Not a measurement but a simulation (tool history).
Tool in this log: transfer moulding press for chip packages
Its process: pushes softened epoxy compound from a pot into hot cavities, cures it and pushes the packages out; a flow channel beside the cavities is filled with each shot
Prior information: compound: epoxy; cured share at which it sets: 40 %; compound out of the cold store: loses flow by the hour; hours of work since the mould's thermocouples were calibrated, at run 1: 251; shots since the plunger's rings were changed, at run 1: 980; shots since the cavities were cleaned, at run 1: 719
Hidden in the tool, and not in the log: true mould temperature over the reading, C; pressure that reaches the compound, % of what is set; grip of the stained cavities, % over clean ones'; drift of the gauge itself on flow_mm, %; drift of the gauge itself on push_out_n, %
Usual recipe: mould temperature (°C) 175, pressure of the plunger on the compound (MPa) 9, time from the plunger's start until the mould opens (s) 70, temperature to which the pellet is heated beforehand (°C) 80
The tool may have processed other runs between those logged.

| run | hour | mould temperature (°C) | pressure of the plunger on the compound (MPa) | time from the plunger's start until the mould opens (s) | temperature to which the pellet is heated beforehand (°C) | hours of work since the mould's thermocouples were calibrated | shots since the plunger's rings were changed | shots since the cavities were cleaned | incoming compound's hours out of the cold store | length that the compound runs in the flow channel (mm) | greatest force on the pins that push the packages out (N) |
|---|---|---|---|---|---|---|---|---|---|---|---|
| 1 | 0 | 175 | 9 | 70 | 80 | 251 | 980 | 719 | 25.3 | 839 | 1443 |
| 2 | 15.9 | 175 | 9 | 70 | 71 | 258 | 1154 | 893 | 26.6 | 828 | 1545 |
| 3 | 32.6 | 175 | 9 | 70 | 71 | 265 | 1337 | 1076 | 11.7 | 849 | 1624 |
|  | 44.3 | cavities cleaned with cleaning compound and waxed |
| 4 | 46.4 | 175 | 9 | 70 | 71 | 270 | 1472 | 23 | 30.1 | 814 | 903 |
| 5 | 58 | 175 | 9 | 70 | 71 | 276 | 1599 | 150 | 19.1 | 843 | 1044 |
| 6 | 67.3 | 175 | 9 | 70 | 71 | 280 | 1701 | 252 | 25.5 | 813 | 1097 |
| 7 | 83.8 | 175 | 9 | 70 | 80 | 287 | 1882 | 433 | 47.3 | 772 | 1131 |
| 8 | 98.8 | 175 | 7.21 | 70 | 80 | 294 | 2046 | 597 | 36.6 | 711 | 1269 |
| 9 | 108.9 | 175 | 7.21 | 70 | 80 | 298 | 2157 | 708 | 39.2 | 697 | 1301 |
| 10 | 123.6 | 175 | 7.21 | 70 | 80 | 305 | 2318 | 869 | 19.6 | 738 | 1419 |
| 11 | 134.7 | 175 | 7.21 | 70 | 80 | 309 | 2440 | 991 | 19.5 | 741 | 1447 |
| 12 | 149.3 | 175 | 9 | 85 | 80 | 316 | 2600 | 1151 | 28.1 | 804 | 904 |
|  | 153.3 | cavities cleaned with cleaning compound and waxed |
| 13 | 162.5 | 175 | 9 | 70 | 83 | 321 | 2728 | 100 | 9.3 | 843 | 963 |
| 14 | 177.8 | 179 | 9 | 70 | 83 | 328 | 2896 | 268 | 11.3 | 824 | 829 |
| 15 | 194.8 | 179 | 9 | 70 | 83 | 335 | 3082 | 454 | 9 | 829 | 936 |
| 16 | 203.1 | 175 | 8.42 | 70 | 76 | 339 | 3173 | 545 | 19.5 | 788 | 1324 |
| 17 | 215.2 | 170 | 10.71 | 70 | 76 | 344 | 3305 | 677 | 30.6 | 891 | 1902 |
| 18 | 229.1 | 170 | 10.71 | 70 | 76 | 350 | 3458 | 830 | 32 | 870 | 2036 |

Expected results for the next run?
| 19 | 244.8 | 170 | 10.71 | 70 | 76 | 357 | 3630 | 1002 | 12.8 | ? | ? |

Run 19 measured length that the compound runs in the flow channel (mm) 926, greatest force on the pins that push the packages out (N) 2210.
Take away the tool's hidden state, keep the run-to-run variation as it was, and the same run would have given length that the compound runs in the flow channel (mm) 981, greatest force on the pins that push the packages out (N) 1364.

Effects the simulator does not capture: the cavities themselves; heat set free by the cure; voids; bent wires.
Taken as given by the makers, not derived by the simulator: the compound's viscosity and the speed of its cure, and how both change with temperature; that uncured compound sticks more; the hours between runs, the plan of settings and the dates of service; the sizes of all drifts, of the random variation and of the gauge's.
